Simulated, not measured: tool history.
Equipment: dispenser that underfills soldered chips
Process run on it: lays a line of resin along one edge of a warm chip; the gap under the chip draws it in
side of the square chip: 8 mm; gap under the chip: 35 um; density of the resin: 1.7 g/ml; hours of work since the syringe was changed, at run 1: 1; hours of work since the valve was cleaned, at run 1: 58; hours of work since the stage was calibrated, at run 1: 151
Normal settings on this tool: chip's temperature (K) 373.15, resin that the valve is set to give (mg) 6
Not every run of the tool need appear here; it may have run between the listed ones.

| run | hour | chip's temperature (K) | resin that the valve is set to give (mg) | hours of work since the syringe was changed | hours of work since the valve was cleaned | hours of work since the stage was calibrated | time until the resin shows at the far edge (s) | resin that the valve gave (mg) |
|---|---|---|---|---|---|---|---|---|
| 1 | 0 | 373.15 | 6 | 1 | 58 | 151 | 85.6 | 5.88 |
|  | 7.3 | new syringe of resin |
| 2 | 7.3 | 373.15 | 6.33 | 0 | 63 | 156 | 82.5 | 6.14 |
|  | 11.4 | dispensing valve cleaned and set on the balance |
| 3 | 13.6 | 373.15 | 6.33 | 4 | 2 | 160 | 91.5 | 6.32 |
|  | 17.7 | new syringe of resin |
| 4 | 18.3 | 373.15 | 7.41 | 0 | 5 | 164 | 83.2 | 7.37 |
| 5 | 23.1 | 373.15 | 6.1 | 4 | 9 | 167 | 94.5 | 6.07 |
|  | 26.9 | new syringe of resin |
| 6 | 29.8 | 373.15 | 6 | 2 | 13 | 172 | 86.1 | 5.96 |
|  | 36.4 | new syringe of resin |
| 7 | 36.4 | 373.15 | 6 | 0 | 18 | 177 | 82.8 | 5.94 |
| 8 | 40 | 362.15 | 6 | 3 | 21 | 180 | 118.2 | 5.94 |
|  | 45.5 | new syringe of resin |
| 9 | 46.3 | 362.15 | 6 | 1 | 25 | 184 | 108.6 | 5.92 |
| 10 | 52.1 | 362.15 | 6 | 5 | 30 | 188 | 124.1 | 5.92 |
|  | 55 | new syringe of resin |
| 11 | 56.1 | 362.15 | 6 | 1 | 32 | 191 | 108.5 | 5.89 |
| 12 | 59.7 | 373.15 | 6 | 4 | 35 | 194 | 89.2 | 5.9 |
|  | 64.5 | new syringe of resin |
| 13 | 65.4 | 373.15 | 6 | 1 | 39 | 198 | 83.3 | 5.9 |
| 14 | 69.8 | 373.15 | 6.89 | 4 | 42 | 201 | 89.8 | 6.77 |
|  | 73.8 | new syringe of resin |
| 15 | 76.4 | 373.15 | 6.89 | 2 | 47 | 206 | 87.4 | 6.74 |
| 16 | 82.1 | 380.15 | 6 | 6 | 52 | 210 | 82 | 5.88 |
|  | 83 | new syringe of resin |
| 17 | 88.9 | 380.15 | 6 | 4 | 56 | 215 | 80.5 | 5.86 |
|  | 92.2 | new syringe of resin |
| 18 | 92.3 | 380.15 | 6 | 0 | 59 | 218 | 67.9 | 5.85 |
| 19 | 98.5 | 380.15 | 6 | 5 | 63 | 222 | 76.3 | 5.85 |
|  | 102 | dispensing valve cleaned and set on the balance |
|  | 102.6 | new syringe of resin |
| 20 | 103.2 | 380.15 | 6 | 0 | 1 | 225 | 67.8 | 6 |
| 21 | 107.6 | 380.15 | 6 | 4 | 4 | 228 | 75.7 | 5.98 |
| 22 | 110.6 | 371.15 | 6 | 6 | 6 | 230 | 101.1 | 6 |
|  | 112 | new syringe of resin |
| 23 | 114.6 | 385.15 | 6.14 | 2 | 9 | 233 | 65.1 | 6.12 |
|  | 121.3 | new syringe of resin |
| 24 | 121.9 | 383.15 | 5.89 | 0 | 14 | 238 | 63.5 | 5.87 |
| 25 | 125.5 | 378.15 | 6.47 | 3 | 17 | 241 | 76.6 | 6.42 |
| 26 | 128.7 | 378.15 | 5.33 | 6 | 19 | 243 | 83.9 | 5.3 |
|  | 130.5 | new syringe of resin |
| 27 | 133.1 | 370.15 | 5.81 | 2 | 23 | 247 | 97 | 5.76 |
| 28 | 139 | 367.15 | 5.26 | 6 | 27 | 251 | 119.2 | 5.22 |
|  | 139.8 | new syringe of resin |
| 29 | 143.8 | 369.15 | 6.2 | 3 | 30 | 254 | 96.9 | 6.14 |
|  | 149.2 | new syringe of resin |
| 30 | 151.2 | 369.15 | 6.46 | 1 | 36 | 260 | 91.4 | 6.36 |
| 31 | 155.6 | 369.15 | 6.46 | 5 | 39 | 263 | 103.2 | 6.35 |

Below are 3 alternative next runs, each starting from the tool's condition after run 31. Predict each:
|  | 158.4 | new syringe of resin |
| A | 162.8 | 369.15 | 6.44 | 3 | 44 | 268 | ? | ? |
|  | 158.4 | new syringe of resin |
| B | 162.8 | 369.15 | 6.14 | 3 | 44 | 268 | ? | ? |
|  | 158.4 | new syringe of resin |
| C | 162.8 | 369.15 | 6.34 | 3 | 44 | 268 | ? | ? |

| run | time until the resin shows at the far edge (s) | resin that the valve gave (mg) |
|---|---|---|
| A | 97.1 | 6.33 |
| B | 96.8 | 6.04 |
| C | 95.9 | 6.23 |
With the hidden condition removed and each run's random variation left untouched, the same runs would have given:
| run | time until the resin shows at the far edge (s) | resin that the valve gave (mg) |
|---|---|---|
| A | 92.9 | 6.45 |
| B | 92.5 | 6.15 |
| C | 91.7 | 6.34 |

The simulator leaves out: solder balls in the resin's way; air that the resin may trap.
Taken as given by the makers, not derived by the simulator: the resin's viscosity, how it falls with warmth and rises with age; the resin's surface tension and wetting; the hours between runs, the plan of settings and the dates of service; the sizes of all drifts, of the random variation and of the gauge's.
